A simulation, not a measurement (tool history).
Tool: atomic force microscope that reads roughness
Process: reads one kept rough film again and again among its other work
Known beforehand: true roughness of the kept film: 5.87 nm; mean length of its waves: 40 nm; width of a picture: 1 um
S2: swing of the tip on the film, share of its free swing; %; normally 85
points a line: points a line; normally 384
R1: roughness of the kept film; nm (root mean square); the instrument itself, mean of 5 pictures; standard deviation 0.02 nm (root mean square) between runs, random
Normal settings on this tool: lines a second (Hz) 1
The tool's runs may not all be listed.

Run 1, hour 0: usual settings. Result: R1 4.942 nm (root mean square).
Run 2, hour 55: usual settings but S2 78 %. Result: R1 5.047 nm (root mean square).
Run 3, hour 104: usual settings but S2 78 %. Result: R1 5.082 nm (root mean square).
Run 4, hour 149.7: usual settings but S2 78 %. Result: R1 5.053 nm (root mean square).
Run 5, hour 192.6: usual settings but S2 78 %. Result: R1 5.05 nm (root mean square).
Run 6, hour 270: usual settings. Result: R1 4.961 nm (root mean square).
Run 7, hour 328.7: usual settings. Result: R1 4.982 nm (root mean square).
Run 8, hour 367.3: usual settings. Result: R1 4.96 nm (root mean square).
Run 9, hour 414.7: usual settings but S2 68 %. Result: R1 5.183 nm (root mean square).
Run 10, hour 492.8: usual settings but S2 68 %. Result: R1 5.161 nm (root mean square).
Run 11, hour 562.5: usual settings but S2 89 %. Result: R1 4.863 nm (root mean square).
Run 12, hour 598.2: usual settings but S2 89 %. Result: R1 4.931 nm (root mean square).
Run 13, hour 637.5: usual settings but S2 89 %. Result: R1 4.889 nm (root mean square).
Run 14, hour 699.5: usual settings but S2 89 %. Result: R1 4.915 nm (root mean square).
Run 15, hour 747.1: usual settings but S2 89 %. Result: R1 4.917 nm (root mean square).
Run 16, hour 821.2: usual settings but S2 89 %. Result: R1 4.906 nm (root mean square).
Run 17, hour 892.9: usual settings but S2 71 %. Result: R1 5.111 nm (root mean square).
Run 18, hour 965.7: usual settings. Result: R1 4.971 nm (root mean square).
Run 19, hour 1043.4: usual settings but lines a second (Hz) 3.79, points a line 257. Result: R1 4.158 nm (root mean square).
Run 20, hour 1110.5: usual settings but lines a second (Hz) 3.79, S2 86 %, points a line 604. Result: R1 4.171 nm (root mean square).
Run 21, hour 1154.5: usual settings but lines a second (Hz) 3.79, S2 86 %, points a line 604. Result: R1 4.226 nm (root mean square).
Run 22, hour 1210.4: usual settings but lines a second (Hz) 3.09, S2 62 %, points a line 938. Result: R1 5.048 nm (root mean square).
Run 23, hour 1281.5: usual settings but lines a second (Hz) 3.09, S2 62 %, points a line 938. Result: R1 4.992 nm (root mean square).
Run 24, hour 1327.4: usual settings but lines a second (Hz) 2.27, S2 68 %, points a line 393. Result: R1 4.982 nm (root mean square).
Run 25, hour 1377.6: usual settings but lines a second (Hz) 2.27, S2 84 %, points a line 270. Result: R1 4.62 nm (root mean square).
Run 26, hour 1417: usual settings but lines a second (Hz) 2.27, S2 84 %, points a line 270. Result: R1 4.631 nm (root mean square).
Run 27, hour 1481.2: usual settings but lines a second (Hz) 0.6, S2 84 %, points a line 285. Result: R1 5.108 nm (root mean square).
Run 28, hour 1530.7: usual settings but lines a second (Hz) 2.09, S2 84 %, points a line 285. Result: R1 4.658 nm (root mean square).
Run 29, hour 1611.2: usual settings but points a line 519. Result: R1 4.96 nm (root mean square).
Run 30, hour 1692.6: usual settings but S2 90 %, points a line 733. Result: R1 4.898 nm (root mean square).
Run 31, hour 1766.4: usual settings but S2 64 %. Result: R1 5.19 nm (root mean square).
Run 32, hour 1844.2: usual settings but lines a second (Hz) 0.59, S2 56 %, points a line 765. Result: R1 5.286 nm (root mean square).
Run 33, hour 1881: usual settings but lines a second (Hz) 0.56, points a line 673. Result: R1 5.143 nm (root mean square).
Run 34, hour 1945: usual settings but S2 71 %. Result: R1 5.144 nm (root mean square).
Run 35, hour 2016.6: usual settings but S2 71 %. Result: R1 5.109 nm (root mean square).

Not shown: 9 entries that the log had between the listed runs. Between which runs, and how does the tool's hidden state differ before and after?
Runs 5 to 6: new tip fitted (hour 203)
  radius of the tip, nm: 7.1 -> 7
Runs 9 to 10: new tip fitted (hour 437.6)
  radius of the tip, nm: 7.1 -> 7
Runs 13 to 14: new tip fitted (hour 670.8)
  radius of the tip, nm: 7.1 -> 7
Runs 17 to 18: new tip fitted (hour 908.2); height scale calibrated on a step standard (hour 965.7)
  radius of the tip, nm: 7.1 -> 7; height scale over the true one, %: -0.02 -> 0
Runs 20 to 21: new tip fitted (hour 1142.5)
  radius of the tip, nm: 7.1 -> 7
Runs 24 to 25: new tip fitted (hour 1377.6)
  radius of the tip, nm: 7.1 -> 7
Runs 28 to 29: new tip fitted (hour 1611.2)
  radius of the tip, nm: 7.1 -> 7
Runs 31 to 32: new tip fitted (hour 1843.3)
  radius of the tip, nm: 7.1 -> 7
